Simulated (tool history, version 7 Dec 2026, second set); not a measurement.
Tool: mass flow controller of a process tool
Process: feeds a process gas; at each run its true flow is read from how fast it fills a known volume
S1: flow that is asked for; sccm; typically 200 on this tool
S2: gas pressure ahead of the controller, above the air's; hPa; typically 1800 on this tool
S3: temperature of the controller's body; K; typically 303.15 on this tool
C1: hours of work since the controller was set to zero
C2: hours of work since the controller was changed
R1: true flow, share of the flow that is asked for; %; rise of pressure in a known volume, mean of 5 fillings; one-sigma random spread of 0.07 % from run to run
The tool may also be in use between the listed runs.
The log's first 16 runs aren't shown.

run 17 day=98.596 | S1=211 S2=1800 S3=296.15 | C1=219 C2=3560 | R1=95.58
run 18 day=105.021 | S1=403 S2=2670 S3=301.15 | C1=305 C2=3645 | R1=97.05
-- day=108.542 controller's zero set anew, once more
run 19 day=111.229 | S1=270 S2=1800 S3=303.15 | C1=36 C2=3728 | R1=98.2
run 20 day=117.696 | S1=270 S2=1800 S3=303.15 | C1=122 C2=3814 | R1=97.97
run 21 day=123.754 | S1=177 S2=2040 S3=297.15 | C1=202 C2=3895 | R1=96.69
run 22 day=128.371 | S1=69 S2=1540 S3=308.15 | C1=264 C2=3956 | R1=97.17
run 23 day=134.392 | S1=107 S2=1500 S3=311.15 | C1=344 C2=4036 | R1=97.75
run 24 day=141.038 | S1=71 S2=1780 S3=310.15 | C1=433 C2=4125 | R1=97.02
run 25 day=147.425 | S1=200 S2=2190 S3=303.15 | C1=518 C2=4210 | R1=97.1
run 26 day=152.333 | S1=200 S2=2190 S3=303.15 | C1=583 C2=4275 | R1=97.07
run 27 day=157.417 | S1=50 S2=2290 S3=302.15 | C1=651 C2=4343 | R1=95.03
run 28 day=164.554 | S1=142 S2=2120 S3=309.15 | C1=746 C2=4438 | R1=97.02
run 29 day=168.721 | S1=452 S2=2430 S3=293.15 | C1=801 C2=4493 | R1=97.25
run 30 day=174.158 | S1=51 S2=1500 S3=311.15 | C1=873 C2=4565 | R1=95.92
run 31 day=179.625 | S1=355 S2=2320 S3=306.15 | C1=946 C2=4638 | R1=97.81
run 32 day=187.95 | S1=355 S2=2320 S3=306.15 | C1=1057 C2=4749 | R1=97.8

3 options for the next run, each taken on its own from the tool as it stands now. Forecast them:
run A day=194.112 | S1=72 S2=1800 S3=307.15 | C1=1139 C2=4831 | R1=?
run B day=194.112 | S1=160 S2=2320 S3=306.15 | C1=1139 C2=4831 | R1=?
run C day=194.112 | S1=85 S2=1620 S3=306.15 | C1=1139 C2=4831 | R1=?

run=A R1=95.68
run=B R1=96.48
run=C R1=96.02
What these runs would have given with no unlogged condition in the tool:
run=A R1=99.03
run=B R1=98.93
run=C R1=99.12

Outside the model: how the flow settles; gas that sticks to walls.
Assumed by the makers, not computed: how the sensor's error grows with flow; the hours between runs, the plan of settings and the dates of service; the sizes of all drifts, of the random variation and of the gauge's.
